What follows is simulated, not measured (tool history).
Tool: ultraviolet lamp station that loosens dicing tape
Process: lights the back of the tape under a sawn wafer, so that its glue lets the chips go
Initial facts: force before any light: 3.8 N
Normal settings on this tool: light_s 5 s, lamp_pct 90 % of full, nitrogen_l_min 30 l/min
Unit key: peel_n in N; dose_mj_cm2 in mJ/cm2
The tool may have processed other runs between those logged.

run	hour	light_s	lamp_pct	nitrogen_l_min	peel_n	dose_mj_cm2
1	0	5	90	30	0.315	461
2	21.9	5	90	30	0.316	459
3	36.7	5	90	30	0.32	456
4	52.8	5	80	30	0.395	412
5	67.4	5	80	30	0.398	407
6	76.9	5	80	30	0.394	408
7	91.7	4	80	30	0.536	324
8	111.9	4	80	30	0.558	332
9	134.6	5	90	30	0.315	460
10	149.1	5	90	49	0.264	454
11	169.5	5	90	30	0.315	463
12	191.1	5	90	30	0.323	458
13	210.8	5	62	30	0.594	314
14	227.2	5	62	30	0.589	320
15	242.6	3	62	12	1.593	188
16	251.8	6	64	20	0.526	394
17	264.8	5	97	10	0.51	493
18	279.3	5	97	10	0.514	491
19	294.1	3	78	27	0.943	243
20	314	3	78	27	0.929	237
21	330.3	8	87	30	0.185	710
# hour 336.6: window cleaned of glue's vapour
22	345.7	8	87	30	0.18	713

4 options for the next run, each taken on its own from the tool as it stands now. Forecast them:
A	364	5	75	38	?	?
B	364	6	83	30	?	?
C	364	3	90	12	?	?
D	364	4	97	28	?	?

run	peel_n	dose_mj_cm2
A	0.379	381
B	0.274	509
C	1.062	273
D	0.407	394
The same runs, with their run-to-run variation unchanged, on a tool lacking any hidden condition would have given:
run	peel_n	dose_mj_cm2
A	0.379	382
B	0.274	509
C	1.062	273
D	0.407	394
